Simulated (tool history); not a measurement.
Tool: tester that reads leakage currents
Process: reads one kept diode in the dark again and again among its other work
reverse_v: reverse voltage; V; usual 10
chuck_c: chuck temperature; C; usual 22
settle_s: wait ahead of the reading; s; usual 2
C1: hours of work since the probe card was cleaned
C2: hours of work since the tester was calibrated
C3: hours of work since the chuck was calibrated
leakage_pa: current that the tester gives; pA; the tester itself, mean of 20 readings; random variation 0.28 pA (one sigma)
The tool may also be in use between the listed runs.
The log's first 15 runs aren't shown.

{"run": 16, "hour": 768.1, "reverse_v": 10, "chuck_c": 49, "settle_s": 2, "C1": 574, "C2": 95, "C3": 1416, "leakage_pa": 516.83}
{"run": 17, "hour": 814.1, "reverse_v": 10, "chuck_c": 22, "settle_s": 2, "C1": 593, "C2": 115, "C3": 1435, "leakage_pa": 84.06}
{"run": 18, "hour": 870.5, "reverse_v": 10, "chuck_c": 22, "settle_s": 2, "C1": 616, "C2": 138, "C3": 1458, "leakage_pa": 84.17}
{"hour": 909.8, "done": "tester calibrated, once more"}
{"run": 19, "hour": 948.4, "reverse_v": 10, "chuck_c": 22, "settle_s": 2, "C1": 648, "C2": 16, "C3": 1490, "leakage_pa": 84.37}
{"run": 20, "hour": 992.9, "reverse_v": 10, "chuck_c": 22, "settle_s": 2, "C1": 666, "C2": 34, "C3": 1508, "leakage_pa": 84.25}
{"run": 21, "hour": 1036.0, "reverse_v": 3.8, "chuck_c": 22, "settle_s": 5.91, "C1": 684, "C2": 52, "C3": 1526, "leakage_pa": 47.11}
{"run": 22, "hour": 1078.1, "reverse_v": 3.8, "chuck_c": 22, "settle_s": 0.34, "C1": 701, "C2": 69, "C3": 1543, "leakage_pa": 50.18}
{"run": 23, "hour": 1144.3, "reverse_v": 19, "chuck_c": 36, "settle_s": 0.88, "C1": 729, "C2": 97, "C3": 1571, "leakage_pa": 328.83}
{"run": 24, "hour": 1190.0, "reverse_v": 7.6, "chuck_c": 28, "settle_s": 1.16, "C1": 748, "C2": 116, "C3": 1590, "leakage_pa": 110.3}
{"run": 25, "hour": 1263.6, "reverse_v": 7.6, "chuck_c": 28, "settle_s": 1.16, "C1": 778, "C2": 146, "C3": 1620, "leakage_pa": 109.81}
{"run": 26, "hour": 1329.0, "reverse_v": 6, "chuck_c": 22, "settle_s": 0.32, "C1": 805, "C2": 173, "C3": 1647, "leakage_pa": 66.08}
{"run": 27, "hour": 1389.5, "reverse_v": 2, "chuck_c": 28, "settle_s": 0.4, "C1": 830, "C2": 198, "C3": 1672, "leakage_pa": 50.31}
{"run": 28, "hour": 1432.0, "reverse_v": 2, "chuck_c": 28, "settle_s": 0.4, "C1": 847, "C2": 216, "C3": 1690, "leakage_pa": 50.56}
{"run": 29, "hour": 1508.4, "reverse_v": 2, "chuck_c": 43, "settle_s": 0.4, "C1": 879, "C2": 247, "C3": 1721, "leakage_pa": 138.41}

Forecast run 30:
{"run": 30, "hour": 1577.8, "reverse_v": 2.7, "chuck_c": 28, "settle_s": 2, "C1": 908, "C2": 276, "C3": 1750, "leakage_pa": "?"}

leakage_pa: 58.68 pA
Without the tool's hidden state the same run would have given leakage_pa 64.83 pA.
